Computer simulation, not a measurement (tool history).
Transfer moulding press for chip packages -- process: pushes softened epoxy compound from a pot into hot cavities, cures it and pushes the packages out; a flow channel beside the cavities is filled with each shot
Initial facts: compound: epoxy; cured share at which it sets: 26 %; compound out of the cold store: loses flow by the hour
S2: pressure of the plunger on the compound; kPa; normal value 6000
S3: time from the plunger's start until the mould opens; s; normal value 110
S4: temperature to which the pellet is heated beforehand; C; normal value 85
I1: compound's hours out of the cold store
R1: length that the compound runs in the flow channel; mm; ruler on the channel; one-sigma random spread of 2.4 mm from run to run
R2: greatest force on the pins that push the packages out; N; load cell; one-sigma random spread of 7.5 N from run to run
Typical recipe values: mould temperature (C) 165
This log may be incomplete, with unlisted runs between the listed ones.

{"run": 1, "hour": 0.0, "mould temperature (C)": 165, "S2": 6000, "S3": 110, "S4": 85, "I1": 34.8, "R1": 666, "R2": 326}
{"run": 2, "hour": 14.9, "mould temperature (C)": 165, "S2": 6000, "S3": 110, "S4": 85, "I1": 34.3, "R1": 666, "R2": 332}
{"run": 3, "hour": 23.4, "mould temperature (C)": 165, "S2": 6000, "S3": 110, "S4": 85, "I1": 29.4, "R1": 677, "R2": 327}
{"run": 4, "hour": 35.5, "mould temperature (C)": 165, "S2": 6000, "S3": 110, "S4": 85, "I1": 10.4, "R1": 716, "R2": 331}
{"run": 5, "hour": 45.6, "mould temperature (C)": 165, "S2": 6000, "S3": 110, "S4": 85, "I1": 18.3, "R1": 702, "R2": 332}
{"run": 6, "hour": 60.3, "mould temperature (C)": 165, "S2": 6000, "S3": 110, "S4": 85, "I1": 11.5, "R1": 716, "R2": 334}
{"run": 7, "hour": 70.1, "mould temperature (C)": 165, "S2": 6000, "S3": 110, "S4": 85, "I1": 19.9, "R1": 696, "R2": 334}
{"run": 8, "hour": 85.9, "mould temperature (C)": 158, "S2": 6000, "S3": 110, "S4": 85, "I1": 33, "R1": 684, "R2": 525}
{"run": 9, "hour": 97.4, "mould temperature (C)": 158, "S2": 6000, "S3": 110, "S4": 85, "I1": 18.3, "R1": 717, "R2": 546}
{"hour": 111.3, "done": "cavities cleaned with cleaning compound and waxed"}
{"run": 10, "hour": 114.3, "mould temperature (C)": 161, "S2": 6000, "S3": 110, "S4": 85, "I1": 27.6, "R1": 690, "R2": 418}
{"run": 11, "hour": 129.0, "mould temperature (C)": 161, "S2": 6120, "S3": 110, "S4": 81, "I1": 21.3, "R1": 707, "R2": 422}
{"run": 12, "hour": 142.6, "mould temperature (C)": 159, "S2": 6000, "S3": 110, "S4": 90, "I1": 36.5, "R1": 677, "R2": 446}
{"run": 13, "hour": 160.0, "mould temperature (C)": 165, "S2": 6000, "S3": 110, "S4": 76, "I1": 16.6, "R1": 706, "R2": 340}
{"run": 14, "hour": 168.0, "mould temperature (C)": 165, "S2": 4710, "S3": 110, "S4": 80, "I1": 45.1, "R1": 571, "R2": 317}
{"run": 15, "hour": 177.1, "mould temperature (C)": 160, "S2": 6000, "S3": 129, "S4": 91, "I1": 24.2, "R1": 701, "R2": 334}
{"run": 16, "hour": 193.6, "mould temperature (C)": 165, "S2": 4890, "S3": 114, "S4": 89, "I1": 26.5, "R1": 615, "R2": 309}
{"hour": 207.6, "done": "plunger's sealing rings changed"}
{"run": 17, "hour": 214.2, "mould temperature (C)": 166, "S2": 6070, "S3": 141, "S4": 77, "I1": 19.1, "R1": 703, "R2": 272}
{"run": 18, "hour": 225.1, "mould temperature (C)": 166, "S2": 6070, "S3": 141, "S4": 77, "I1": 32, "R1": 676, "R2": 270}

Below are 5 alternative next runs, each starting from the tool's condition after run 18. Predict each:
{"hour": 228.1, "done": "cavities cleaned with cleaning compound and waxed"}
{"run": "A", "hour": 240.9, "mould temperature (C)": 160, "S2": 6070, "S3": 106, "S4": 77, "I1": 31.3, "R1": "?", "R2": "?"}
{"hour": 228.1, "done": "cavities cleaned with cleaning compound and waxed"}
{"run": "B", "hour": 240.9, "mould temperature (C)": 158, "S2": 4610, "S3": 142, "S4": 85, "I1": 28.4, "R1": "?", "R2": "?"}
{"hour": 228.1, "done": "cavities cleaned with cleaning compound and waxed"}
{"run": "C", "hour": 240.9, "mould temperature (C)": 159, "S2": 6070, "S3": 113, "S4": 89, "I1": 45.7, "R1": "?", "R2": "?"}
{"hour": 228.1, "done": "cavities cleaned with cleaning compound and waxed"}
{"run": "D", "hour": 240.9, "mould temperature (C)": 165, "S2": 6000, "S3": 105, "S4": 85, "I1": 33.3, "R1": "?", "R2": "?"}
{"hour": 228.1, "done": "cavities cleaned with cleaning compound and waxed"}
{"run": "E", "hour": 240.9, "mould temperature (C)": 165, "S2": 5560, "S3": 139, "S4": 85, "I1": 46.8, "R1": "?", "R2": "?"}

run=A R1=689 R2=511
run=B R1=611 R2=323
run=C R1=661 R2=429
run=D R1=671 R2=337
run=E R1=618 R2=262
Had the tool no hidden state, the same runs would have come out as:
run=A R1=689 R2=510
run=B R1=611 R2=323
run=C R1=662 R2=428
run=D R1=671 R2=337
run=E R1=618 R2=261

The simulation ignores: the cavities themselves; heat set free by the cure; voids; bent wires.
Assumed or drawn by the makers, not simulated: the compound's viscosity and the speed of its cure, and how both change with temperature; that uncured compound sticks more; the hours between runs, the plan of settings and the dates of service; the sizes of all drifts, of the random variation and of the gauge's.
